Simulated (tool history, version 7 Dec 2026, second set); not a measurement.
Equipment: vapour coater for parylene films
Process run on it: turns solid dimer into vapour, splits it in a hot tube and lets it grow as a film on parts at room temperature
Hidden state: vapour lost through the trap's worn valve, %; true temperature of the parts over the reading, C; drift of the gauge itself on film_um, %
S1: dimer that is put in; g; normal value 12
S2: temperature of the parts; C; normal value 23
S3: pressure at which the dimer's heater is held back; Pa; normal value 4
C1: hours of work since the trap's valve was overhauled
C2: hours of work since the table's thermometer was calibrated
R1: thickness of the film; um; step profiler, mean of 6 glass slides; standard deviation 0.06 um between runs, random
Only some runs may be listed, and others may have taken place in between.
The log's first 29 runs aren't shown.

run,hour,S1,S2,S3,C1,C2,R1
30,552.9,14,22,11.97,284,422,6.2
31,567.8,12,22,11.97,291,429,5.37
# hour 590.6: trap's valve overhauled
32,598.6,12,22,11.97,4,441,6.08
33,619.3,12,22,11.97,13,451,6.12
34,633.5,12,20,11.97,20,457,6.44
35,655,15,25,4,29,467,8.27
36,670.1,21,29,10.54,36,474,8.85
37,684.8,21,29,10.54,43,481,8.91
38,711.7,6,30,10.72,55,493,2.38
39,736.5,9,32,3.7,67,504,4.12
40,758.7,13,33,2.78,77,515,6.09
41,775.3,13,33,2.78,84,522,6.04
42,798.3,13,33,2.78,95,533,5.97
43,810.3,7,23,4,100,538,3.98
44,833,7,23,4,111,549,4.01
45,850.4,19,30,3.2,119,557,9.38
46,868.8,19,30,3.2,127,565,9.09
47,894.1,7,23,5.72,139,577,3.71

What if the next run were any one of these 3? Each begins from the tool's condition after run 47:
A,914,12,23,4,148,586,?
B,914,8,23,4,148,586,?
C,914,20,35,2.37,148,586,?

run,R1
A,6.65
B,4.5
C,8.79
Stripped of hidden state, with their random variation kept, the same runs would have yielded:
run,R1
A,7.09
B,4.8
C,9.37
